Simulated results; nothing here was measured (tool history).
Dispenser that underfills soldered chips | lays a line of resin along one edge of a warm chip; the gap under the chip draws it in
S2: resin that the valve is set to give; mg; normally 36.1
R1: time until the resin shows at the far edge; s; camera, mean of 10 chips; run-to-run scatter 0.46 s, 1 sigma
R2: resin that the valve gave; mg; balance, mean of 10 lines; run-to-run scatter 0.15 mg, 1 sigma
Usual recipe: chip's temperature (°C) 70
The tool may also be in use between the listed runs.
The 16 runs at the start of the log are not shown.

-- hour=86.3 new syringe of resin
run 17 hour=88.9 | chip's_temperature_(°C)=76 S2=36.1 | R1=35.1 R2=34.29
run 18 hour=95.7 | chip's_temperature_(°C)=70 S2=36.1 | R1=59.3 R2=33.85
run 19 hour=98.8 | chip's_temperature_(°C)=70 S2=36.1 | R1=70.4 R2=33.85
-- hour=101.1 new syringe of resin
run 20 hour=105.4 | chip's_temperature_(°C)=70 S2=36.1 | R1=46.6 R2=33.92
run 21 hour=110.7 | chip's_temperature_(°C)=70 S2=36.2 | R1=61.4 R2=33.66
run 22 hour=113.9 | chip's_temperature_(°C)=70 S2=38.1 | R1=69.2 R2=35.62
-- hour=115.5 new syringe of resin
run 23 hour=117.2 | chip's_temperature_(°C)=63 S2=44.5 | R1=52.7 R2=41.45
run 24 hour=122.2 | chip's_temperature_(°C)=71 S2=31.3 | R1=51.8 R2=28.79
run 25 hour=127.9 | chip's_temperature_(°C)=57 S2=44.3 | R1=113.7 R2=41.10
-- hour=129.8 new syringe of resin
run 26 hour=131.8 | chip's_temperature_(°C)=63 S2=35.3 | R1=55.0 R2=32.50
run 27 hour=136.3 | chip's_temperature_(°C)=82 S2=43.8 | R1=32.9 R2=40.03
-- hour=143.1 dispensing valve cleaned and set on the balance
run 28 hour=143.1 | chip's_temperature_(°C)=82 S2=43.8 | R1=44.2 R2=43.45
-- hour=145.4 new syringe of resin
run 29 hour=150.2 | chip's_temperature_(°C)=79 S2=45.2 | R1=32.6 R2=44.74
run 30 hour=156.4 | chip's_temperature_(°C)=55 S2=40.4 | R1=114.2 R2=40.01
-- hour=159.7 new syringe of resin
run 31 hour=161.7 | chip's_temperature_(°C)=62 S2=40.4 | R1=57.3 R2=39.61
run 32 hour=166.1 | chip's_temperature_(°C)=62 S2=40.4 | R1=71.3 R2=39.99
run 33 hour=172.2 | chip's_temperature_(°C)=62 S2=42.1 | R1=95.5 R2=41.22
-- hour=174.2 new syringe of resin
run 34 hour=176.9 | chip's_temperature_(°C)=70 S2=36.2 | R1=43.0 R2=35.34
run 35 hour=180.1 | chip's_temperature_(°C)=67 S2=46.8 | R1=56.2 R2=45.40

Here are 3 independent what-if runs from the current tool condition. What would each one return?
run A hour=183.8 | chip's_temperature_(°C)=60 S2=46.7 | R1=? R2=?
run B hour=183.8 | chip's_temperature_(°C)=75 S2=31.9 | R1=? R2=?
run C hour=183.8 | chip's_temperature_(°C)=60 S2=30.7 | R1=? R2=?

run=A R1=88.1 R2=45.08
run=B R1=50.4 R2=30.93
run=C R1=92.7 R2=29.86
Without the tool's unlogged condition, the same runs would have read:
run=A R1=50.4 R2=46.38
run=B R1=28.9 R2=31.82
run=C R1=52.6 R2=30.72

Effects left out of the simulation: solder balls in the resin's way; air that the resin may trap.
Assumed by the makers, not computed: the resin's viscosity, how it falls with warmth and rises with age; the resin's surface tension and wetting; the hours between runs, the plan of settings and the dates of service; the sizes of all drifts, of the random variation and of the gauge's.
